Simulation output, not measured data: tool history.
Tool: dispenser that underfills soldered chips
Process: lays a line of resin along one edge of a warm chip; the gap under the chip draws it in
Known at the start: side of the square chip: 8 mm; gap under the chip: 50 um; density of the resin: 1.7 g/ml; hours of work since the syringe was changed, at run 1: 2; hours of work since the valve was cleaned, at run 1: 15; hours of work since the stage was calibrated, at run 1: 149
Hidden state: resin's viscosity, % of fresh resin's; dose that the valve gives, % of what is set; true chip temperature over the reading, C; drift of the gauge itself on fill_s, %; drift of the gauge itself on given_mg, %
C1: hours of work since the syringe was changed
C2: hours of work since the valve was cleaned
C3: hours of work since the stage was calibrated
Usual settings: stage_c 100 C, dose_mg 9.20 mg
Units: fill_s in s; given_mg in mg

{"run": 1, "hour": 0.0, "stage_c": 100, "dose_mg": 9.2, "C1": 2, "C2": 15, "C3": 149, "fill_s": 63.0, "given_mg": 9.14}
{"run": 2, "hour": 4.6, "stage_c": 109, "dose_mg": 9.2, "C1": 6, "C2": 19, "C3": 152, "fill_s": 56.2, "given_mg": 9.11}
{"hour": 7.3, "done": "new syringe of resin"}
{"run": 3, "hour": 14.5, "stage_c": 109, "dose_mg": 9.2, "C1": 5, "C2": 26, "C3": 159, "fill_s": 56.1, "given_mg": 9.09}
{"hour": 18.0, "done": "new syringe of resin"}
{"run": 4, "hour": 25.6, "stage_c": 109, "dose_mg": 9.2, "C1": 6, "C2": 34, "C3": 168, "fill_s": 57.7, "given_mg": 8.94}
{"hour": 28.6, "done": "new syringe of resin"}
{"run": 5, "hour": 32.3, "stage_c": 109, "dose_mg": 9.2, "C1": 3, "C2": 39, "C3": 173, "fill_s": 50.8, "given_mg": 9.01}
{"hour": 38.7, "done": "new syringe of resin"}
{"run": 6, "hour": 39.5, "stage_c": 95, "dose_mg": 9.2, "C1": 1, "C2": 45, "C3": 178, "fill_s": 66.4, "given_mg": 8.93}
{"run": 7, "hour": 46.1, "stage_c": 100, "dose_mg": 10.58, "C1": 6, "C2": 50, "C3": 183, "fill_s": 71.3, "given_mg": 10.18}
{"hour": 49.7, "done": "new syringe of resin"}
{"run": 8, "hour": 52.7, "stage_c": 100, "dose_mg": 9.77, "C1": 2, "C2": 55, "C3": 188, "fill_s": 62.2, "given_mg": 9.29}
{"hour": 60.0, "done": "new syringe of resin"}
{"run": 9, "hour": 61.4, "stage_c": 100, "dose_mg": 11.21, "C1": 1, "C2": 61, "C3": 194, "fill_s": 59.3, "given_mg": 10.64}
{"run": 10, "hour": 68.3, "stage_c": 100, "dose_mg": 11.21, "C1": 6, "C2": 66, "C3": 200, "fill_s": 75.2, "given_mg": 10.67}
{"hour": 70.5, "done": "new syringe of resin"}
{"run": 11, "hour": 74.3, "stage_c": 100, "dose_mg": 10.04, "C1": 3, "C2": 71, "C3": 204, "fill_s": 63.7, "given_mg": 9.48}
{"run": 12, "hour": 79.4, "stage_c": 100, "dose_mg": 10.04, "C1": 7, "C2": 75, "C3": 208, "fill_s": 77.1, "given_mg": 9.48}
{"hour": 81.2, "done": "new syringe of resin"}
{"run": 13, "hour": 88.3, "stage_c": 100, "dose_mg": 11.53, "C1": 5, "C2": 81, "C3": 215, "fill_s": 72.6, "given_mg": 10.8}
{"hour": 91.4, "done": "new syringe of resin"}
{"run": 14, "hour": 97.8, "stage_c": 100, "dose_mg": 11.53, "C1": 5, "C2": 88, "C3": 222, "fill_s": 70.9, "given_mg": 10.79}
{"hour": 101.5, "done": "new syringe of resin"}
{"run": 15, "hour": 107.4, "stage_c": 109, "dose_mg": 9.2, "C1": 5, "C2": 96, "C3": 229, "fill_s": 55.3, "given_mg": 8.6}
{"hour": 111.6, "done": "new syringe of resin"}
{"run": 16, "hour": 114.0, "stage_c": 109, "dose_mg": 9.2, "C1": 2, "C2": 100, "C3": 234, "fill_s": 49.4, "given_mg": 8.44}
{"hour": 117.0, "done": "dispensing valve cleaned and set on the balance"}
{"run": 17, "hour": 122.0, "stage_c": 92, "dose_mg": 9.2, "C1": 7, "C2": 4, "C3": 239, "fill_s": 97.5, "given_mg": 9.2}
{"hour": 123.2, "done": "new syringe of resin"}
{"run": 18, "hour": 127.5, "stage_c": 92, "dose_mg": 9.2, "C1": 3, "C2": 8, "C3": 243, "fill_s": 83.0, "given_mg": 9.14}
{"hour": 133.4, "done": "new syringe of resin"}
{"run": 19, "hour": 134.2, "stage_c": 94, "dose_mg": 9.69, "C1": 1, "C2": 13, "C3": 248, "fill_s": 69.5, "given_mg": 9.64}
{"run": 20, "hour": 139.3, "stage_c": 94, "dose_mg": 9.69, "C1": 5, "C2": 17, "C3": 252, "fill_s": 82.0, "given_mg": 9.56}
{"hour": 144.3, "done": "new syringe of resin"}
{"run": 21, "hour": 149.4, "stage_c": 115, "dose_mg": 9.97, "C1": 4, "C2": 24, "C3": 259, "fill_s": 45.9, "given_mg": 9.78}
{"hour": 154.4, "done": "new syringe of resin"}
{"run": 22, "hour": 156.6, "stage_c": 112, "dose_mg": 8.34, "C1": 2, "C2": 30, "C3": 265, "fill_s": 46.2, "given_mg": 8.13}
{"hour": 164.5, "done": "new syringe of resin"}
{"run": 23, "hour": 166.5, "stage_c": 112, "dose_mg": 9.45, "C1": 2, "C2": 37, "C3": 272, "fill_s": 45.9, "given_mg": 9.1}
{"run": 24, "hour": 173.7, "stage_c": 91, "dose_mg": 9.01, "C1": 7, "C2": 43, "C3": 278, "fill_s": 103.9, "given_mg": 8.75}
{"hour": 174.7, "done": "new syringe of resin"}
{"run": 25, "hour": 179.8, "stage_c": 91, "dose_mg": 9.01, "C1": 4, "C2": 47, "C3": 282, "fill_s": 87.8, "given_mg": 8.69}
{"hour": 184.9, "done": "new syringe of resin"}
{"run": 26, "hour": 187.0, "stage_c": 92, "dose_mg": 9.2, "C1": 2, "C2": 52, "C3": 288, "fill_s": 78.2, "given_mg": 8.77}
{"hour": 195.5, "done": "new syringe of resin"}
{"run": 27, "hour": 197.9, "stage_c": 92, "dose_mg": 9.2, "C1": 2, "C2": 60, "C3": 296, "fill_s": 78.9, "given_mg": 8.78}
{"run": 28, "hour": 204.8, "stage_c": 100, "dose_mg": 8.2, "C1": 7, "C2": 66, "C3": 301, "fill_s": 82.6, "given_mg": 7.78}
{"hour": 206.0, "done": "new syringe of resin"}
{"run": 29, "hour": 212.2, "stage_c": 100, "dose_mg": 8.2, "C1": 5, "C2": 71, "C3": 306, "fill_s": 73.8, "given_mg": 7.73}
{"hour": 216.2, "done": "new syringe of resin"}
{"run": 30, "hour": 221.0, "stage_c": 100, "dose_mg": 11.35, "C1": 4, "C2": 78, "C3": 313, "fill_s": 67.7, "given_mg": 10.71}
{"hour": 226.5, "done": "new syringe of resin"}
{"run": 31, "hour": 230.6, "stage_c": 105, "dose_mg": 8.35, "C1": 3, "C2": 85, "C3": 320, "fill_s": 59.3, "given_mg": 7.8}
{"hour": 237.0, "done": "new syringe of resin"}
{"run": 32, "hour": 241.2, "stage_c": 102, "dose_mg": 9.06, "C1": 3, "C2": 93, "C3": 328, "fill_s": 65.8, "given_mg": 8.42}
{"hour": 247.5, "done": "new syringe of resin"}
{"run": 33, "hour": 247.5, "stage_c": 102, "dose_mg": 9.06, "C1": 0, "C2": 97, "C3": 333, "fill_s": 55.5, "given_mg": 8.42}
{"run": 34, "hour": 252.1, "stage_c": 102, "dose_mg": 9.06, "C1": 4, "C2": 101, "C3": 336, "fill_s": 65.8, "given_mg": 8.38}
{"hour": 254.0, "done": "dispensing valve cleaned and set on the balance"}
{"hour": 258.6, "done": "new syringe of resin"}
{"run": 35, "hour": 261.1, "stage_c": 102, "dose_mg": 9.06, "C1": 2, "C2": 5, "C3": 342, "fill_s": 59.3, "given_mg": 8.96}
{"hour": 269.2, "done": "new syringe of resin"}
{"run": 36, "hour": 271.9, "stage_c": 102, "dose_mg": 9.06, "C1": 2, "C2": 13, "C3": 350, "fill_s": 58.8, "given_mg": 8.86}

The same runs without the tool's hidden state, with the same run-to-run variation:
run=1 fill_s=55.0 given_mg=9.24
run=2 fill_s=41.9 given_mg=9.23
run=3 fill_s=42.5 given_mg=9.26
run=4 fill_s=42.7 given_mg=9.17
run=5 fill_s=42.7 given_mg=9.27
run=6 fill_s=62.3 given_mg=9.23
run=7 fill_s=53.6 given_mg=10.57
run=8 fill_s=53.8 given_mg=9.69
run=9 fill_s=53.8 given_mg=11.15
run=10 fill_s=54.3 given_mg=11.22
run=11 fill_s=53.2 given_mg=10.02
run=12 fill_s=54.1 given_mg=10.04
run=13 fill_s=54.1 given_mg=11.52
run=14 fill_s=53.9 given_mg=11.56
run=15 fill_s=42.7 given_mg=9.27
run=16 fill_s=42.7 given_mg=9.14
run=17 fill_s=66.6 given_mg=9.24
run=18 fill_s=68.0 given_mg=9.20
run=19 fill_s=64.0 given_mg=9.74
run=20 fill_s=63.5 given_mg=9.69
run=21 fill_s=36.5 given_mg=9.97
run=22 fill_s=39.7 given_mg=8.32
run=23 fill_s=40.1 given_mg=9.38
run=24 fill_s=70.4 given_mg=9.05
run=25 fill_s=69.7 given_mg=9.02
run=26 fill_s=68.2 given_mg=9.15
run=27 fill_s=67.4 given_mg=9.21
run=28 fill_s=55.7 given_mg=8.20
run=29 fill_s=55.0 given_mg=8.19
run=30 fill_s=53.3 given_mg=11.39
run=31 fill_s=48.3 given_mg=8.35
run=32 fill_s=51.5 given_mg=9.07
run=33 fill_s=50.9 given_mg=9.11
run=34 fill_s=51.8 given_mg=9.09
run=35 fill_s=51.3 given_mg=9.01
run=36 fill_s=50.8 given_mg=8.97
